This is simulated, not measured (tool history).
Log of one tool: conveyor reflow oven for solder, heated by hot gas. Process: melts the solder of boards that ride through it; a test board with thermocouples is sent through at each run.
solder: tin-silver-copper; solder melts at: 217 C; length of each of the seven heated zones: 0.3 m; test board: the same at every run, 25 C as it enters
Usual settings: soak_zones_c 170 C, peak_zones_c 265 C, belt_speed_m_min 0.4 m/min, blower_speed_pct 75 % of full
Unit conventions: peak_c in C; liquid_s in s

{"run": 1, "day": 0.0, "soak_zones_c": 170, "peak_zones_c": 265, "belt_speed_m_min": 0.4, "blower_speed_pct": 75, "peak_c": 252, "liquid_s": 65.7}
{"run": 2, "day": 0.338, "soak_zones_c": 170, "peak_zones_c": 265, "belt_speed_m_min": 0.4, "blower_speed_pct": 75, "peak_c": 250.6, "liquid_s": 66.1}
{"run": 3, "day": 0.646, "soak_zones_c": 170, "peak_zones_c": 265, "belt_speed_m_min": 0.4, "blower_speed_pct": 75, "peak_c": 251.8, "liquid_s": 66.3}
{"run": 4, "day": 0.888, "soak_zones_c": 170, "peak_zones_c": 265, "belt_speed_m_min": 0.4, "blower_speed_pct": 75, "peak_c": 252.2, "liquid_s": 65.3}
{"run": 5, "day": 1.254, "soak_zones_c": 170, "peak_zones_c": 265, "belt_speed_m_min": 0.4, "blower_speed_pct": 75, "peak_c": 251.3, "liquid_s": 65.4}
{"run": 6, "day": 1.471, "soak_zones_c": 170, "peak_zones_c": 265, "belt_speed_m_min": 0.4, "blower_speed_pct": 75, "peak_c": 252.8, "liquid_s": 67.1}
{"run": 7, "day": 1.888, "soak_zones_c": 170, "peak_zones_c": 265, "belt_speed_m_min": 0.4, "blower_speed_pct": 75, "peak_c": 252.2, "liquid_s": 65}
{"run": 8, "day": 2.162, "soak_zones_c": 170, "peak_zones_c": 265, "belt_speed_m_min": 0.4, "blower_speed_pct": 75, "peak_c": 252, "liquid_s": 66.1}
{"run": 9, "day": 2.55, "soak_zones_c": 170, "peak_zones_c": 265, "belt_speed_m_min": 0.4, "blower_speed_pct": 75, "peak_c": 251.9, "liquid_s": 65.8}
{"run": 10, "day": 2.788, "soak_zones_c": 170, "peak_zones_c": 265, "belt_speed_m_min": 0.4, "blower_speed_pct": 75, "peak_c": 251.7, "liquid_s": 65.1}
{"run": 11, "day": 3.121, "soak_zones_c": 170, "peak_zones_c": 265, "belt_speed_m_min": 0.4, "blower_speed_pct": 75, "peak_c": 251.8, "liquid_s": 67.9}
{"run": 12, "day": 3.396, "soak_zones_c": 170, "peak_zones_c": 265, "belt_speed_m_min": 0.4, "blower_speed_pct": 75, "peak_c": 252.1, "liquid_s": 65}
{"run": 13, "day": 3.8, "soak_zones_c": 169, "peak_zones_c": 265, "belt_speed_m_min": 0.4, "blower_speed_pct": 75, "peak_c": 251.9, "liquid_s": 66}
{"run": 14, "day": 4.25, "soak_zones_c": 169, "peak_zones_c": 265, "belt_speed_m_min": 0.4, "blower_speed_pct": 75, "peak_c": 251.3, "liquid_s": 64.9}
{"run": 15, "day": 4.542, "soak_zones_c": 169, "peak_zones_c": 265, "belt_speed_m_min": 0.4, "blower_speed_pct": 75, "peak_c": 251.1, "liquid_s": 64.9}
{"run": 16, "day": 4.767, "soak_zones_c": 169, "peak_zones_c": 265, "belt_speed_m_min": 0.4, "blower_speed_pct": 75, "peak_c": 251.4, "liquid_s": 67.2}
{"run": 17, "day": 4.979, "soak_zones_c": 165, "peak_zones_c": 269, "belt_speed_m_min": 0.402, "blower_speed_pct": 75, "peak_c": 253.9, "liquid_s": 66.8}
{"run": 18, "day": 5.371, "soak_zones_c": 183, "peak_zones_c": 278, "belt_speed_m_min": 0.354, "blower_speed_pct": 61, "peak_c": 265.4, "liquid_s": 91.2}
{"run": 19, "day": 5.571, "soak_zones_c": 183, "peak_zones_c": 278, "belt_speed_m_min": 0.354, "blower_speed_pct": 61, "peak_c": 265.6, "liquid_s": 91.9}
{"run": 20, "day": 5.871, "soak_zones_c": 183, "peak_zones_c": 278, "belt_speed_m_min": 0.354, "blower_speed_pct": 61, "peak_c": 265.6, "liquid_s": 90.9}
{"run": 21, "day": 6.133, "soak_zones_c": 183, "peak_zones_c": 278, "belt_speed_m_min": 0.452, "blower_speed_pct": 75, "peak_c": 261.8, "liquid_s": 68.8}
{"run": 22, "day": 6.583, "soak_zones_c": 183, "peak_zones_c": 278, "belt_speed_m_min": 0.452, "blower_speed_pct": 75, "peak_c": 261.9, "liquid_s": 68.3}
{"run": 23, "day": 6.95, "soak_zones_c": 183, "peak_zones_c": 278, "belt_speed_m_min": 0.414, "blower_speed_pct": 72, "peak_c": 263.5, "liquid_s": 76.7}
{"run": 24, "day": 7.167, "soak_zones_c": 183, "peak_zones_c": 278, "belt_speed_m_min": 0.414, "blower_speed_pct": 72, "peak_c": 263.7, "liquid_s": 77.7}
{"run": 25, "day": 7.554, "soak_zones_c": 161, "peak_zones_c": 254, "belt_speed_m_min": 0.366, "blower_speed_pct": 57, "peak_c": 239.1, "liquid_s": 54}
{"run": 26, "day": 7.808, "soak_zones_c": 161, "peak_zones_c": 254, "belt_speed_m_min": 0.46, "blower_speed_pct": 57, "peak_c": 230.9, "liquid_s": 28.8}
{"run": 27, "day": 8.262, "soak_zones_c": 170, "peak_zones_c": 265, "belt_speed_m_min": 0.336, "blower_speed_pct": 75, "peak_c": 256.2, "liquid_s": 85.1}
{"run": 28, "day": 8.479, "soak_zones_c": 181, "peak_zones_c": 274, "belt_speed_m_min": 0.479, "blower_speed_pct": 75, "peak_c": 255, "liquid_s": 60.7}
{"run": 29, "day": 8.662, "soak_zones_c": 181, "peak_zones_c": 274, "belt_speed_m_min": 0.479, "blower_speed_pct": 62, "peak_c": 252.1, "liquid_s": 56.4}
{"run": 30, "day": 9.042, "soak_zones_c": 181, "peak_zones_c": 274, "belt_speed_m_min": 0.479, "blower_speed_pct": 62, "peak_c": 251.8, "liquid_s": 57.2}
{"run": 31, "day": 9.242, "soak_zones_c": 170, "peak_zones_c": 257, "belt_speed_m_min": 0.4, "blower_speed_pct": 81, "peak_c": 245.2, "liquid_s": 61.4}
{"run": 32, "day": 9.654, "soak_zones_c": 183, "peak_zones_c": 257, "belt_speed_m_min": 0.364, "blower_speed_pct": 81, "peak_c": 248.6, "liquid_s": 78.5}

Branching from run 32: 3 alternative next runs. What would each branch give?
{"run": "A", "day": 9.967, "soak_zones_c": 170, "peak_zones_c": 265, "belt_speed_m_min": 0.397, "blower_speed_pct": 63, "peak_c": "?", "liquid_s": "?"}
{"run": "B", "day": 9.967, "soak_zones_c": 183, "peak_zones_c": 257, "belt_speed_m_min": 0.411, "blower_speed_pct": 55, "peak_c": "?", "liquid_s": "?"}
{"run": "C", "day": 9.967, "soak_zones_c": 183, "peak_zones_c": 264, "belt_speed_m_min": 0.364, "blower_speed_pct": 81, "peak_c": "?", "liquid_s": "?"}

run=A peak_c=248.4 liquid_s=63.9
run=B peak_c=242.7 liquid_s=58.4
run=C peak_c=255.6 liquid_s=82.2
With the hidden condition removed and each run's random variation left untouched, the same runs would have given:
run=A peak_c=248.6 liquid_s=64.1
run=B peak_c=242.9 liquid_s=58.7
run=C peak_c=255.8 liquid_s=82.4
